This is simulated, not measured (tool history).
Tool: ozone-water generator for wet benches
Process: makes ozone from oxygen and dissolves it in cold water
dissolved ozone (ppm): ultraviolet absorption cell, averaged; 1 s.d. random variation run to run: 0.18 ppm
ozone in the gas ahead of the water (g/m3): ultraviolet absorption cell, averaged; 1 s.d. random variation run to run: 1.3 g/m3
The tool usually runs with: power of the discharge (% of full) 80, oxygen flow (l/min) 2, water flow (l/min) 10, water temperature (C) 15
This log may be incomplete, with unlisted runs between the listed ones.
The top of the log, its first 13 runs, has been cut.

run	day	power of the discharge (% of full)	oxygen flow (l/min)	water flow (l/min)	water temperature (C)	dissolved ozone (ppm)	ozone in the gas ahead of the water (g/m3)
14	65.133	91	2	10	15	22.9	225.2
15	71.842	80	2	10	15	20.9	207.4
16	75.392	80	2	10	15	20.8	207.7
17	81.667	80	2	10	15	20.8	206
18	86.746	71	2.46	15	15	14	176.8
19	92.338	49	1.18	12	8	12.6	201.8
20	96.479	80	2	10	15	20.5	203.7
21	103.617	80	2	9	15	22.3	204
22	111.317	57	2	7	15	22.5	171.1
23	115.829	57	2	7	15	23.1	169.8
24	121.979	72	2	7	13	26	189
25	125.542	80	1.81	15	7	13.8	209.9
26	129.367	80	1.81	15	7	13.8	207.9
27	136.421	56	1.77	7	19	20.6	176.9
28	140.075	80	2	12	15	16.5	197.1
29	143.65	80	2	7	7	29	195.8

Run 30 comes next. What will it give?
30	148.112	80	2	7	7	?	?

Run 30 measured dissolved ozone (ppm) 29.1, ozone in the gas ahead of the water (g/m3) 197.
Without the tool's hidden state the same run would have given dissolved ozone (ppm) 37.1, ozone in the gas ahead of the water (g/m3) 244.7.

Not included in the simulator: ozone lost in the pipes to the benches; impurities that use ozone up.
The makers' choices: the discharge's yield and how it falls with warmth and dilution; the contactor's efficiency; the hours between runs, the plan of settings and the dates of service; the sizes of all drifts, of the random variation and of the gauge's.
